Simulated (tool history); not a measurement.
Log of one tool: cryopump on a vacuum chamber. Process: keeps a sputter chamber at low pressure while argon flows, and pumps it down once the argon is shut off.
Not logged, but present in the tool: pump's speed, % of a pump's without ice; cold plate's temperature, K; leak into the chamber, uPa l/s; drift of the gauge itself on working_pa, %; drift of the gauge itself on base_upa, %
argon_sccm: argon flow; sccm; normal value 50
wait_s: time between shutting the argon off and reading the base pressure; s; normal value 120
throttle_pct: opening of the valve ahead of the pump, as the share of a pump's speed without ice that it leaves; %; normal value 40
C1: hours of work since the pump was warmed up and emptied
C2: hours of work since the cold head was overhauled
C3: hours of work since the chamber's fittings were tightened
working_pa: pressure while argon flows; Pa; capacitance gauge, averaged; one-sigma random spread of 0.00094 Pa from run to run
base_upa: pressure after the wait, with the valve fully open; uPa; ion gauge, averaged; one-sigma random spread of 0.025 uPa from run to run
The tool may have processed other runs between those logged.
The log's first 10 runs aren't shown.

{"run": 11, "hour": 752.2, "argon_sccm": 50, "wait_s": 120, "throttle_pct": 40, "C1": 185, "C2": 2953, "C3": 106, "working_pa": 0.2081, "base_upa": 1.43}
{"run": 12, "hour": 810.1, "argon_sccm": 50, "wait_s": 120, "throttle_pct": 40, "C1": 230, "C2": 2998, "C3": 151, "working_pa": 0.2105, "base_upa": 1.49}
{"run": 13, "hour": 902.5, "argon_sccm": 50, "wait_s": 120, "throttle_pct": 16, "C1": 303, "C2": 3070, "C3": 223, "working_pa": 0.5115, "base_upa": 1.79}
{"run": 14, "hour": 1004.3, "argon_sccm": 50, "wait_s": 227, "throttle_pct": 16, "C1": 382, "C2": 3150, "C3": 303, "working_pa": 0.5199, "base_upa": 1.68}
{"run": 15, "hour": 1060.0, "argon_sccm": 50, "wait_s": 227, "throttle_pct": 16, "C1": 426, "C2": 3193, "C3": 346, "working_pa": 0.5214, "base_upa": 1.86}
{"run": 16, "hour": 1112.9, "argon_sccm": 50, "wait_s": 227, "throttle_pct": 16, "C1": 467, "C2": 3235, "C3": 388, "working_pa": 0.5223, "base_upa": 1.94}
{"run": 17, "hour": 1200.5, "argon_sccm": 31, "wait_s": 120, "throttle_pct": 40, "C1": 535, "C2": 3303, "C3": 456, "working_pa": 0.141, "base_upa": 2.62}
{"run": 18, "hour": 1311.2, "argon_sccm": 31, "wait_s": 120, "throttle_pct": 40, "C1": 622, "C2": 3390, "C3": 543, "working_pa": 0.1437, "base_upa": 2.94}
{"hour": 1345.5, "done": "pump warmed up, emptied and cooled again"}
{"run": 19, "hour": 1419.8, "argon_sccm": 31, "wait_s": 120, "throttle_pct": 40, "C1": 58, "C2": 3470, "C3": 624, "working_pa": 0.1267, "base_upa": 2.62}
{"run": 20, "hour": 1523.3, "argon_sccm": 31, "wait_s": 120, "throttle_pct": 40, "C1": 139, "C2": 3551, "C3": 704, "working_pa": 0.1295, "base_upa": 2.84}
{"run": 21, "hour": 1592.7, "argon_sccm": 31, "wait_s": 120, "throttle_pct": 40, "C1": 193, "C2": 3605, "C3": 758, "working_pa": 0.1316, "base_upa": 3.07}
{"run": 22, "hour": 1658.8, "argon_sccm": 74, "wait_s": 75, "throttle_pct": 40, "C1": 245, "C2": 3657, "C3": 810, "working_pa": 0.3146, "base_upa": 3.63}
{"run": 23, "hour": 1710.3, "argon_sccm": 80, "wait_s": 51, "throttle_pct": 16, "C1": 285, "C2": 3697, "C3": 850, "working_pa": 0.8222, "base_upa": 4.29}
{"run": 24, "hour": 1779.3, "argon_sccm": 41, "wait_s": 169, "throttle_pct": 16, "C1": 339, "C2": 3751, "C3": 904, "working_pa": 0.4247, "base_upa": 3.44}
{"run": 25, "hour": 1831.6, "argon_sccm": 41, "wait_s": 169, "throttle_pct": 16, "C1": 380, "C2": 3792, "C3": 945, "working_pa": 0.4251, "base_upa": 3.65}
{"run": 26, "hour": 1935.5, "argon_sccm": 35, "wait_s": 120, "throttle_pct": 36, "C1": 461, "C2": 3873, "C3": 1026, "working_pa": 0.1711, "base_upa": 4.32}
{"run": 27, "hour": 1991.6, "argon_sccm": 35, "wait_s": 120, "throttle_pct": 36, "C1": 505, "C2": 3917, "C3": 1070, "working_pa": 0.1745, "base_upa": 4.41}

Run 28 comes next. What will it give?
{"run": 28, "hour": 2089.0, "argon_sccm": 35, "wait_s": 20, "throttle_pct": 36, "C1": 581, "C2": 3993, "C3": 1146, "working_pa": "?", "base_upa": "?"}

working_pa: 0.1778 Pa
base_upa: 8.38 uPa
Had the tool carried no hidden state, the very same run would have given working_pa 0.1551 Pa, base_upa 4.51 uPa.
